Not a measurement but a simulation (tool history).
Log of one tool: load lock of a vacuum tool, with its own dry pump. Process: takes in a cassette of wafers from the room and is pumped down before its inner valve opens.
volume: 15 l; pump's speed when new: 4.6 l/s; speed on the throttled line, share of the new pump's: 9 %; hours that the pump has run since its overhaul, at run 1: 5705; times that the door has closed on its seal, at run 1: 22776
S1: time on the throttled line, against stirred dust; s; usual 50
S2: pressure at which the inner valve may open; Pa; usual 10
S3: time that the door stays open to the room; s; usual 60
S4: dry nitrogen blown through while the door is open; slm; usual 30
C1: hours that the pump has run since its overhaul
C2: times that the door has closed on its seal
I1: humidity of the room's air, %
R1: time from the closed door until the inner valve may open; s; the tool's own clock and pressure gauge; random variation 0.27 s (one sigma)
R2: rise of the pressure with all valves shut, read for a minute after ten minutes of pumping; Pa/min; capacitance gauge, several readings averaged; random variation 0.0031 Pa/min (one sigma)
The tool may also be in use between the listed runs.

Run 1, day 0.000: usual settings; C1 5705; C2 22776; I1 45.0. Result: R1 77.6 s, R2 0.107 Pa/min.
Run 2, day 8.146: usual settings; C1 5900; C2 23197; I1 47.2. Result: R1 77.4 s, R2 0.109 Pa/min.
Run 3, day 14.979: usual settings; C1 6064; C2 23549; I1 42.7. Result: R1 77.9 s, R2 0.100 Pa/min.
Run 4, day 22.379: usual settings; C1 6242; C2 23931; I1 42.1. Result: R1 77.4 s, R2 0.103 Pa/min.
Run 5, day 28.200: usual settings; C1 6382; C2 24231; I1 44.2. Result: R1 78.6 s, R2 0.106 Pa/min.
Run 6, day 33.675: usual settings but S4 41 slm; C1 6513; C2 24514; I1 47.1. Result: R1 77.9 s, R2 0.104 Pa/min.
Run 7, day 42.338: usual settings but S4 41 slm; C1 6721; C2 24961; I1 43.7. Result: R1 78.5 s, R2 0.098 Pa/min.
Run 8, day 50.446: usual settings but S4 41 slm; C1 6915; C2 25379; I1 43.1. Result: R1 78.3 s, R2 0.097 Pa/min.
Run 9, day 61.979: usual settings but S4 41 slm; C1 7192; C2 25974; I1 43.3. Result: R1 77.9 s, R2 0.103 Pa/min.
Run 10, day 70.196: usual settings; C1 7389; C2 26398; I1 44.0. Result: R1 78.7 s, R2 0.115 Pa/min.
Run 11, day 82.467: usual settings; C1 7684; C2 27031; I1 46.7. Result: R1 78.7 s, R2 0.122 Pa/min.
Run 12, day 92.546: usual settings but S4 6 slm; C1 7926; C2 27551; I1 42.9. Result: R1 78.5 s, R2 0.150 Pa/min.
Run 13, day 101.529: usual settings but S4 6 slm; C1 8141; C2 28015; I1 42.8. Result: R1 78.2 s, R2 0.155 Pa/min.
Run 14, day 112.554: usual settings but S1 71 s, S4 6 slm; C1 8406; C2 28584; I1 45.2. Result: R1 97.5 s, R2 0.160 Pa/min.
Run 15, day 119.246: usual settings but S1 71 s, S2 12 Pa, S4 6 slm; C1 8567; C2 28929; I1 46.0. Result: R1 97.3 s, R2 0.164 Pa/min.
Run 16, day 124.688: usual settings but S2 16 Pa; C1 8697; C2 29210; I1 45.9. Result: R1 76.8 s, R2 0.121 Pa/min.
Run 17, day 133.475: usual settings but S4 5 slm; C1 8908; C2 29663; I1 45.9. Result: R1 79.0 s, R2 0.172 Pa/min.
Run 18, day 140.929: usual settings but S3 49 s; C1 9087; C2 30048; I1 46.3. Result: R1 79.1 s, R2 0.119 Pa/min.
Run 19, day 153.333: usual settings but S3 49 s; C1 9385; C2 30688; I1 45.7. Result: R1 79.5 s, R2 0.118 Pa/min.
Run 20, day 161.538: usual settings but S3 75 s; C1 9582; C2 31111; I1 47.0. Result: R1 79.4 s, R2 0.138 Pa/min.
Run 21, day 167.842: usual settings but S1 31 s, S2 15 Pa, S4 5 slm; C1 9733; C2 31436; I1 44.3. Result: R1 60.7 s, R2 0.174 Pa/min.
Run 22, day 178.233: usual settings but S1 42 s, S2 16 Pa; C1 9982; C2 31972; I1 45.4. Result: R1 70.4 s, R2 0.140 Pa/min.
Run 23, day 183.296: usual settings but S2 7 Pa, S3 26 s, S4 39 slm; C1 10104; C2 32234; I1 48.1. Result: R1 80.8 s, R2 0.102 Pa/min.
Run 24, day 194.621: usual settings but S2 7 Pa, S3 26 s, S4 39 slm; C1 10376; C2 32818; I1 46.1. Result: R1 80.9 s, R2 0.099 Pa/min.
Run 25, day 205.925: usual settings but S1 58 s, S2 12 Pa, S3 53 s, S4 31 slm; C1 10647; C2 33401; I1 44.9. Result: R1 86.4 s, R2 0.126 Pa/min.
Run 26, day 216.425: usual settings but S1 58 s, S3 32 s, S4 31 slm; C1 10899; C2 33943; I1 44.9. Result: R1 87.4 s, R2 0.109 Pa/min.
Run 27, day 228.604: usual settings but S4 14 slm; C1 11191; C2 34571; I1 43.7. Result: R1 79.9 s, R2 0.157 Pa/min.
Run 28, day 240.354: usual settings but S1 91 s, S3 39 s, S4 40 slm; C1 11473; C2 35177; I1 43.2. Result: R1 116.9 s, R2 0.119 Pa/min.
Run 29, day 250.517: usual settings but S1 48 s, S3 145 s, S4 12 slm; C1 11717; C2 35702; I1 43.8. Result: R1 78.6 s, R2 0.236 Pa/min.
Run 30, day 258.192: usual settings but S1 57 s, S2 13 Pa, S3 145 s, S4 5 slm; C1 11901; C2 36098; I1 45.7. Result: R1 85.5 s, R2 0.283 Pa/min.
Run 31, day 270.433: usual settings but S1 52 s, S2 18 Pa, S3 152 s, S4 5 slm; C1 12195; C2 36729; I1 44.9. Result: R1 79.5 s, R2 0.288 Pa/min.
Run 32, day 275.733: usual settings but S1 52 s, S2 18 Pa, S3 152 s, S4 5 slm; C1 12322; C2 37003; I1 42.3. Result: R1 80.0 s, R2 0.272 Pa/min.
Run 33, day 286.050: usual settings but S1 44 s, S2 20 Pa, S3 238 s, S4 9 slm; C1 12570; C2 37535; I1 43.8. Result: R1 72.4 s, R2 0.324 Pa/min.
Run 34, day 292.350: usual settings but S1 44 s, S2 20 Pa, S3 238 s, S4 9 slm; C1 12721; C2 37860; I1 45.9. Result: R1 72.6 s, R2 0.338 Pa/min.
Run 35, day 298.379: usual settings but S1 44 s, S2 20 Pa, S3 238 s, S4 9 slm; C1 12866; C2 38171; I1 46.7. Result: R1 72.4 s, R2 0.335 Pa/min.
Run 36, day 305.596: usual settings but S1 40 s; C1 13039; C2 38543; I1 45.5. Result: R1 71.6 s, R2 0.149 Pa/min.
Run 37, day 316.617: usual settings but S1 38 s, S2 19 Pa, S3 154 s, S4 5 slm; C1 13304; C2 39112; I1 44.2. Result: R1 67.4 s, R2 0.284 Pa/min.
Run 38, day 328.167: usual settings but S1 38 s, S2 14 Pa, S3 35 s, S4 5 slm; C1 13581; C2 39708; I1 47.8. Result: R1 68.6 s, R2 0.168 Pa/min.

Hidden state or all else? Some run-to-run changes of R1, split into what the settings, what came in and random variation would give without the hidden state, and what is left for the hidden state (with any gauge scatter that isn't in both results):
The hidden state here: pump's speed, % of a new pump's; leak at the door's seal, Pa l/s; drift of the gauge itself on ready_s, %; drift of the gauge itself on rise_pa_min, %.
Run 15 -> 16: S1 71 -> 50, S2 12 -> 16, S4 6 -> 30. R1 -20.5 s: hidden state +0.1, all else -20.6.
Run 27 -> 28: S1 50 -> 91, S3 60 -> 39, S4 14 -> 40. R1 +37.0 s: hidden state -0.5, all else +37.5.
Run 28 -> 29: S1 91 -> 48, S3 39 -> 145, S4 40 -> 12. R1 -38.3 s: hidden state +0.8, all else -39.1.
Run 35 -> 36: S1 44 -> 40, S2 20 -> 10, S3 238 -> 60, S4 9 -> 30. R1 -0.8 s: hidden state +0.7, all else -1.5.

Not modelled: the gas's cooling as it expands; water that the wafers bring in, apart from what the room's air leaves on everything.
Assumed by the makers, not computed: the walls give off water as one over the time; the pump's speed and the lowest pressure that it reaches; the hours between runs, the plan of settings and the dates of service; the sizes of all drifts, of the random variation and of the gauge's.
